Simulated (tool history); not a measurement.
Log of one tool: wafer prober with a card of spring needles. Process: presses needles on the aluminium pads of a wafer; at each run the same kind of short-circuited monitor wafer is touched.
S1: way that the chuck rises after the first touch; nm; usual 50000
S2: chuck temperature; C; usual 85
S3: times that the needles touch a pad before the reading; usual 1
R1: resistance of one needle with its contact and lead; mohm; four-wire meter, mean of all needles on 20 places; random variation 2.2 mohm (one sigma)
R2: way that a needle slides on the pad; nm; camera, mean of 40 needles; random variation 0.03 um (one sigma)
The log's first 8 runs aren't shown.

run,hour,S1,S2,S3,R1,R2
# hour 210.8: tips cleaned on abrasive film
9,216.1,50000,85,1,319,12860
# hour 224.1: tips cleaned on abrasive film
# hour 238.2: tips cleaned on abrasive film
10,239.8,50000,85,1,282,12840
# hour 251.9: tips cleaned on abrasive film
# hour 266.2: tips cleaned on abrasive film
11,266.5,50000,85,1,266,12780
# hour 280.9: tips cleaned on abrasive film
12,282.1,50000,26,1,267,12690
# hour 291.5: height of the first contact set anew
# hour 296.9: tips cleaned on abrasive film
13,297.6,50000,85,1,266,12940
# hour 310.6: tips cleaned on abrasive film
14,312.8,50000,85,1,288,12890
# hour 326.1: tips cleaned on abrasive film
15,330.3,50000,85,1,311,12920
# hour 339.7: tips cleaned on abrasive film
# hour 355.6: tips cleaned on abrasive film
16,362.2,67000,64,1,290,17260
# hour 369.4: tips cleaned on abrasive film
17,380.2,67000,64,1,298,17180
# hour 383.0: tips cleaned on abrasive film
# hour 397.8: tips cleaned on abrasive film
# hour 412.5: tips cleaned on abrasive film
18,413.9,32000,64,3,281,8070
# hour 416.5: height of the first contact set anew
# hour 426.2: tips cleaned on abrasive film
# hour 439.4: tips cleaned on abrasive film
19,444.4,32000,64,3,315,8280
# hour 453.1: tips cleaned on abrasive film
# hour 466.8: tips cleaned on abrasive film
20,471.9,50000,70,2,287,12920
# hour 481.3: tips cleaned on abrasive film
# hour 495.1: tips cleaned on abrasive film
21,505.0,50000,70,2,299,12830
# hour 508.7: tips cleaned on abrasive film
# hour 524.0: tips cleaned on abrasive film
22,525.1,50000,70,2,265,12790
# hour 538.6: tips cleaned on abrasive film
# hour 541.2: height of the first contact set anew
23,543.7,50000,70,2,288,13010
# hour 552.8: tips cleaned on abrasive film
# hour 568.3: tips cleaned on abrasive film
24,574.0,63000,59,1,291,16270
# hour 583.8: tips cleaned on abrasive film
# hour 597.0: tips cleaned on abrasive film
25,603.8,63000,59,1,296,16190
# hour 610.3: tips cleaned on abrasive film
26,621.0,30000,27,1,511,7660
# hour 623.9: tips cleaned on abrasive film
# hour 637.3: tips cleaned on abrasive film
27,639.1,53000,53,1,273,13510
# hour 651.8: tips cleaned on abrasive film
# hour 665.0: tips cleaned on abrasive film
# hour 665.3: height of the first contact set anew
28,666.3,53000,53,1,269,13750
# hour 679.2: tips cleaned on abrasive film
29,689.7,50000,122,1,344,12990
# hour 695.3: tips cleaned on abrasive film
# hour 709.1: tips cleaned on abrasive film
30,715.1,31000,92,1,459,7960

Forecast each of these 3 alternatives for the next run:
# hour 722.3: tips cleaned on abrasive film
# hour 737.3: tips cleaned on abrasive film
A,737.7,45000,30,1,?,?
# hour 722.3: tips cleaned on abrasive film
# hour 737.3: tips cleaned on abrasive film
B,737.7,31000,114,1,?,?
# hour 722.3: tips cleaned on abrasive film
# hour 737.3: tips cleaned on abrasive film
C,737.7,39000,27,1,?,?

run,R1,R2
A,266,11500
B,317,7930
C,279,9990
Without the tool's hidden state the same runs would have given:
run,R1,R2
A,233,11620
B,257,8050
C,235,10120
